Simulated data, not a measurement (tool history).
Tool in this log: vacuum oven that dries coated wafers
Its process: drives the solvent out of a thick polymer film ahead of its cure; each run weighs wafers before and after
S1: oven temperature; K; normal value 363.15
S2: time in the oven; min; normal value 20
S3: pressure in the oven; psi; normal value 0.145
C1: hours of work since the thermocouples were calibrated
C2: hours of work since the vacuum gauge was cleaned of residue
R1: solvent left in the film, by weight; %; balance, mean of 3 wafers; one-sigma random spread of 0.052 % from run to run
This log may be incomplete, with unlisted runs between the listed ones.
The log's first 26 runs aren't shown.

run,hour,S1,S2,S3,C1,C2,R1
27,479.5,363.15,16,0.145,388,718,2.05
28,493.2,363.15,20,0.145,397,726,1.51
29,511.4,363.15,20,0.149,408,737,1.47
30,530.7,356.15,11,0.181,419,749,6.22
31,543.2,352.15,13,0.100,427,757,6.43
32,559.7,352.15,13,0.100,437,767,6.38
33,581.7,369.15,28,0.244,451,780,1.19
34,600.6,363.15,21,0.145,462,792,1.31
35,619.0,375.15,22,0.078,474,803,0.29
36,637.1,375.15,31,0.370,485,814,1.29
37,648.3,364.15,10,0.329,491,821,4.49
38,664.3,363.15,11,0.181,501,831,3.68
39,676.6,363.15,11,0.181,509,838,3.61
40,692.7,363.15,11,0.181,519,848,3.64
41,713.3,357.15,29,0.342,531,861,3.12
42,731.0,375.15,29,0.342,542,872,1.31
43,755.2,363.15,27,0.305,557,886,1.91
44,770.6,363.15,27,0.305,566,896,1.87
45,783.2,376.15,27,0.242,574,903,0.88
46,799.0,376.15,27,0.242,584,913,0.75
47,815.6,358.15,27,0.084,594,923,1.31
48,841.3,358.15,27,0.084,609,939,1.42

Branching from run 48: 3 alternative next runs. What would each branch give?
A,865.5,363.15,24,0.145,624,954,?
B,865.5,358.15,21,0.088,624,954,?
C,865.5,363.15,16,0.145,624,954,?

run,R1
A,1.17
B,2.03
C,1.96
Without the tool's hidden state the same runs would have given:
run,R1
A,1.16
B,2.02
C,1.96
